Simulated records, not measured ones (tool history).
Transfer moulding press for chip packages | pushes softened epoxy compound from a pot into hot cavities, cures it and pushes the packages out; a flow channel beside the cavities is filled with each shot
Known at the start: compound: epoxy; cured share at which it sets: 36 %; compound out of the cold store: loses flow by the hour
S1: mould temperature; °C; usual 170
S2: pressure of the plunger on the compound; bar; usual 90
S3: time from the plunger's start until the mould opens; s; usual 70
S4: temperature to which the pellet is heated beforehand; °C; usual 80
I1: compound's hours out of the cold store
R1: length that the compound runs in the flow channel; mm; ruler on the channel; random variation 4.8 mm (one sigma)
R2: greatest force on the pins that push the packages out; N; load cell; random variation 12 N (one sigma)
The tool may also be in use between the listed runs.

run 1 hour=0 | S1=170 S2=90 S3=70 S4=80 | I1=15.2 | R1=621 R2=603
run 2 hour=9.7 | S1=170 S2=90 S3=70 S4=80 | I1=22.7 | R1=603 R2=605
run 3 hour=20.5 | S1=170 S2=90 S3=70 S4=80 | I1=21.8 | R1=596 R2=621
run 4 hour=27.9 | S1=170 S2=90 S3=70 S4=80 | I1=30.4 | R1=578 R2=591
run 5 hour=39.7 | S1=170 S2=90 S3=109 S4=80 | I1=23.3 | R1=595 R2=380
-- hour=43.8 cavities cleaned with cleaning compound and waxed
run 6 hour=52.3 | S1=170 S2=90 S3=109 S4=80 | I1=23.6 | R1=590 R2=393
run 7 hour=67.4 | S1=170 S2=90 S3=54 S4=80 | I1=28.9 | R1=584 R2=1186
run 8 hour=83.7 | S1=170 S2=90 S3=54 S4=80 | I1=21.8 | R1=598 R2=1263
-- hour=89.4 cavities cleaned with cleaning compound and waxed
run 9 hour=98.1 | S1=170 S2=90 S3=70 S4=81 | I1=22.5 | R1=603 R2=610
run 10 hour=113.9 | S1=170 S2=90 S3=92 S4=81 | I1=41.8 | R1=557 R2=394
run 11 hour=128.1 | S1=170 S2=90 S3=92 S4=81 | I1=16.2 | R1=614 R2=401
-- hour=134.7 cavities cleaned with cleaning compound and waxed
-- hour=140.5 plunger's sealing rings changed
run 12 hour=140.5 | S1=170 S2=90 S3=92 S4=81 | I1=21.7 | R1=605 R2=397
run 13 hour=151.1 | S1=170 S2=90 S3=70 S4=71 | I1=8.4 | R1=644 R2=659
run 14 hour=158.5 | S1=177 S2=100 S3=83 S4=71 | I1=27.6 | R1=602 R2=385
run 15 hour=170.5 | S1=177 S2=100 S3=83 S4=71 | I1=19.2 | R1=633 R2=374
-- hour=183.1 cavities cleaned with cleaning compound and waxed
run 16 hour=187.7 | S1=170 S2=90 S3=78 S4=80 | I1=29.6 | R1=585 R2=467
run 17 hour=198.4 | S1=178 S2=90 S3=70 S4=80 | I1=40.8 | R1=543 R2=403
run 18 hour=211.8 | S1=177 S2=99.5 S3=70 S4=72 | I1=12.6 | R1=637 R2=457
run 19 hour=219.2 | S1=170 S2=90 S3=97 S4=76 | I1=34.2 | R1=570 R2=391
-- hour=228.6 cavities cleaned with cleaning compound and waxed
run 20 hour=237.7 | S1=170 S2=90 S3=52 S4=71 | I1=35.6 | R1=569 R2=1359
run 21 hour=255.3 | S1=170 S2=90 S3=52 S4=71 | I1=26.2 | R1=595 R2=1467
run 22 hour=264.9 | S1=170 S2=90 S3=52 S4=71 | I1=43.8 | R1=546 R2=1370
-- hour=274.3 cavities cleaned with cleaning compound and waxed
run 23 hour=278.8 | S1=170 S2=90 S3=52 S4=71 | I1=16.6 | R1=622 R2=1494
run 24 hour=292.7 | S1=170 S2=90 S3=99 S4=81 | I1=12.2 | R1=623 R2=400
run 25 hour=307.8 | S1=170 S2=90 S3=88 S4=80 | I1=20.7 | R1=599 R2=412
-- hour=321 cavities cleaned with cleaning compound and waxed
run 26 hour=322.9 | S1=170 S2=90 S3=88 S4=80 | I1=43.3 | R1=555 R2=408

3 ways to go on from here, each from the tool as it stands after run 26. What would each give?
run A hour=336.5 | S1=170 S2=90 S3=102 S4=73 | I1=29 | R1=? R2=?
run B hour=336.5 | S1=177 S2=71.4 S3=70 S4=80 | I1=42.4 | R1=? R2=?
run C hour=336.5 | S1=163 S2=90 S3=88 S4=87 | I1=13.8 | R1=? R2=?

run=A R1=581 R2=386
run=B R1=481 R2=423
run=C R1=650 R2=543
Without the tool's hidden state the same runs would have given:
run=A R1=582 R2=382
run=B R1=481 R2=419
run=C R1=651 R2=537
